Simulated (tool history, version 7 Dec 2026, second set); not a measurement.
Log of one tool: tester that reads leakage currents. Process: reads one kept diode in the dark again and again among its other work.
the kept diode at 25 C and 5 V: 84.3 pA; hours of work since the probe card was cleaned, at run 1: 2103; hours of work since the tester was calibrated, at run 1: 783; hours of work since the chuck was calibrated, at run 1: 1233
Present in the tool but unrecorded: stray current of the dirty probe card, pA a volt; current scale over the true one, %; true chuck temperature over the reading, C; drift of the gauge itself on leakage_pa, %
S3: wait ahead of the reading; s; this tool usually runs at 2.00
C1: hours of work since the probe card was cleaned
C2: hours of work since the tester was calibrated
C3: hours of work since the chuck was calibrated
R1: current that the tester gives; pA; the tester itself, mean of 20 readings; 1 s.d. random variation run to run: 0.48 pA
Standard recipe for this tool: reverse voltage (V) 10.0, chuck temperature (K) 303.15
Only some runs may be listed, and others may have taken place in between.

{"run": 1, "hour": 0.0, "reverse voltage (V)": 10.0, "chuck temperature (K)": 303.15, "S3": 2.0, "C1": 2103, "C2": 783, "C3": 1233, "R1": 158.32}
{"run": 2, "hour": 44.3, "reverse voltage (V)": 10.0, "chuck temperature (K)": 303.15, "S3": 2.0, "C1": 2127, "C2": 807, "C3": 1257, "R1": 158.52}
{"run": 3, "hour": 78.4, "reverse voltage (V)": 10.0, "chuck temperature (K)": 303.15, "S3": 2.0, "C1": 2146, "C2": 825, "C3": 1276, "R1": 157.71}
{"run": 4, "hour": 138.1, "reverse voltage (V)": 10.0, "chuck temperature (K)": 303.15, "S3": 2.0, "C1": 2178, "C2": 857, "C3": 1308, "R1": 157.43}
{"run": 5, "hour": 186.8, "reverse voltage (V)": 10.0, "chuck temperature (K)": 303.15, "S3": 2.0, "C1": 2205, "C2": 884, "C3": 1335, "R1": 157.0}
{"hour": 223.6, "done": "chuck's temperature calibrated"}
{"run": 6, "hour": 237.5, "reverse voltage (V)": 10.0, "chuck temperature (K)": 303.15, "S3": 2.0, "C1": 2231, "C2": 910, "C3": 8, "R1": 172.72}
{"run": 7, "hour": 274.1, "reverse voltage (V)": 10.0, "chuck temperature (K)": 303.15, "S3": 2.0, "C1": 2251, "C2": 930, "C3": 27, "R1": 172.34}
{"run": 8, "hour": 307.9, "reverse voltage (V)": 10.0, "chuck temperature (K)": 303.15, "S3": 4.63, "C1": 2269, "C2": 948, "C3": 46, "R1": 171.7}
{"hour": 343.8, "done": "probe card cleaned and baked"}
{"run": 9, "hour": 369.1, "reverse voltage (V)": 10.0, "chuck temperature (K)": 325.15, "S3": 2.0, "C1": 14, "C2": 980, "C3": 77, "R1": 693.81}
{"run": 10, "hour": 394.5, "reverse voltage (V)": 10.0, "chuck temperature (K)": 325.15, "S3": 2.0, "C1": 28, "C2": 994, "C3": 91, "R1": 694.45}
{"run": 11, "hour": 450.8, "reverse voltage (V)": 10.0, "chuck temperature (K)": 325.15, "S3": 2.0, "C1": 58, "C2": 1024, "C3": 122, "R1": 691.54}
{"run": 12, "hour": 483.9, "reverse voltage (V)": 10.0, "chuck temperature (K)": 325.15, "S3": 2.0, "C1": 76, "C2": 1042, "C3": 140, "R1": 692.32}
{"run": 13, "hour": 518.7, "reverse voltage (V)": 10.0, "chuck temperature (K)": 325.15, "S3": 2.0, "C1": 95, "C2": 1061, "C3": 158, "R1": 691.62}
{"run": 14, "hour": 571.2, "reverse voltage (V)": 10.0, "chuck temperature (K)": 325.15, "S3": 2.0, "C1": 123, "C2": 1090, "C3": 187, "R1": 690.66}
{"run": 15, "hour": 625.3, "reverse voltage (V)": 10.0, "chuck temperature (K)": 325.15, "S3": 2.0, "C1": 153, "C2": 1119, "C3": 216, "R1": 689.28}
{"run": 16, "hour": 651.6, "reverse voltage (V)": 10.0, "chuck temperature (K)": 325.15, "S3": 2.15, "C1": 167, "C2": 1133, "C3": 230, "R1": 687.09}
{"hour": 694.4, "done": "probe card cleaned and baked, once more"}
{"run": 17, "hour": 701.6, "reverse voltage (V)": 10.0, "chuck temperature (K)": 325.15, "S3": 2.15, "C1": 4, "C2": 1159, "C3": 256, "R1": 668.72}
{"run": 18, "hour": 743.8, "reverse voltage (V)": 10.0, "chuck temperature (K)": 325.15, "S3": 2.15, "C1": 27, "C2": 1182, "C3": 279, "R1": 666.0}
{"run": 19, "hour": 770.9, "reverse voltage (V)": 10.0, "chuck temperature (K)": 325.15, "S3": 2.15, "C1": 41, "C2": 1196, "C3": 294, "R1": 667.49}
{"run": 20, "hour": 804.9, "reverse voltage (V)": 10.0, "chuck temperature (K)": 325.15, "S3": 2.15, "C1": 60, "C2": 1215, "C3": 312, "R1": 667.03}
{"run": 21, "hour": 865.3, "reverse voltage (V)": 10.0, "chuck temperature (K)": 325.15, "S3": 2.15, "C1": 93, "C2": 1248, "C3": 345, "R1": 666.8}
{"run": 22, "hour": 916.1, "reverse voltage (V)": 3.8, "chuck temperature (K)": 308.15, "S3": 2.0, "C1": 120, "C2": 1275, "C3": 372, "R1": 151.71}
{"run": 23, "hour": 960.3, "reverse voltage (V)": 4.7, "chuck temperature (K)": 309.15, "S3": 6.24, "C1": 144, "C2": 1299, "C3": 396, "R1": 175.6}
{"run": 24, "hour": 1011.2, "reverse voltage (V)": 2.9, "chuck temperature (K)": 296.15, "S3": 2.49, "C1": 172, "C2": 1327, "C3": 424, "R1": 58.15}
{"run": 25, "hour": 1040.0, "reverse voltage (V)": 10.0, "chuck temperature (K)": 311.15, "S3": 6.7, "C1": 187, "C2": 1342, "C3": 439, "R1": 270.2}
{"run": 26, "hour": 1064.9, "reverse voltage (V)": 10.0, "chuck temperature (K)": 311.15, "S3": 6.7, "C1": 201, "C2": 1356, "C3": 453, "R1": 272.49}
{"run": 27, "hour": 1125.6, "reverse voltage (V)": 1.1, "chuck temperature (K)": 317.15, "S3": 4.0, "C1": 234, "C2": 1389, "C3": 486, "R1": 166.82}
{"run": 28, "hour": 1154.4, "reverse voltage (V)": 1.1, "chuck temperature (K)": 317.15, "S3": 4.0, "C1": 249, "C2": 1404, "C3": 502, "R1": 165.49}
{"run": 29, "hour": 1188.9, "reverse voltage (V)": 6.9, "chuck temperature (K)": 293.15, "S3": 0.65, "C1": 268, "C2": 1423, "C3": 520, "R1": 66.54}
{"run": 30, "hour": 1213.4, "reverse voltage (V)": 3.0, "chuck temperature (K)": 293.15, "S3": 0.65, "C1": 281, "C2": 1436, "C3": 534, "R1": 47.31}
{"run": 31, "hour": 1251.3, "reverse voltage (V)": 3.0, "chuck temperature (K)": 293.15, "S3": 0.65, "C1": 302, "C2": 1457, "C3": 554, "R1": 47.14}
{"run": 32, "hour": 1305.1, "reverse voltage (V)": 13.2, "chuck temperature (K)": 303.15, "S3": 9.01, "C1": 331, "C2": 1486, "C3": 583, "R1": 175.42}
{"run": 33, "hour": 1361.2, "reverse voltage (V)": 10.0, "chuck temperature (K)": 307.15, "S3": 5.8, "C1": 362, "C2": 1516, "C3": 614, "R1": 206.71}
{"run": 34, "hour": 1385.9, "reverse voltage (V)": 11.7, "chuck temperature (K)": 305.15, "S3": 5.8, "C1": 375, "C2": 1530, "C3": 627, "R1": 191.94}
{"run": 35, "hour": 1414.1, "reverse voltage (V)": 7.0, "chuck temperature (K)": 322.15, "S3": 6.35, "C1": 390, "C2": 1545, "C3": 642, "R1": 472.34}
{"run": 36, "hour": 1441.0, "reverse voltage (V)": 10.2, "chuck temperature (K)": 322.15, "S3": 6.35, "C1": 405, "C2": 1560, "C3": 657, "R1": 546.53}
{"run": 37, "hour": 1471.1, "reverse voltage (V)": 2.4, "chuck temperature (K)": 303.15, "S3": 4.05, "C1": 421, "C2": 1576, "C3": 673, "R1": 87.97}
{"run": 38, "hour": 1530.8, "reverse voltage (V)": 15.9, "chuck temperature (K)": 320.15, "S3": 0.33, "C1": 454, "C2": 1608, "C3": 706, "R1": 579.53}
{"run": 39, "hour": 1583.9, "reverse voltage (V)": 13.4, "chuck temperature (K)": 305.15, "S3": 2.0, "C1": 482, "C2": 1637, "C3": 734, "R1": 202.13}
{"run": 40, "hour": 1622.6, "reverse voltage (V)": 13.4, "chuck temperature (K)": 300.15, "S3": 4.01, "C1": 503, "C2": 1658, "C3": 755, "R1": 143.16}

Consider 3 possible next runs. They are alternatives, not a sequence: every one starts from the tool as it was left by run 40. What does each give?
{"run": "A", "hour": 1657.8, "reverse voltage (V)": 10.0, "chuck temperature (K)": 303.15, "S3": 0.64, "C1": 522, "C2": 1677, "C3": 775, "R1": "?"}
{"run": "B", "hour": 1657.8, "reverse voltage (V)": 7.7, "chuck temperature (K)": 300.15, "S3": 1.89, "C1": 522, "C2": 1677, "C3": 775, "R1": "?"}
{"run": "C", "hour": 1657.8, "reverse voltage (V)": 10.0, "chuck temperature (K)": 312.15, "S3": 2.0, "C1": 522, "C2": 1677, "C3": 775, "R1": "?"}

run=A R1=157.17
run=B R1=113.19
run=C R1=285.70
What these runs would have given with no unlogged condition in the tool:
run=A R1=160.60
run=B R1=115.65
run=C R1=293.68
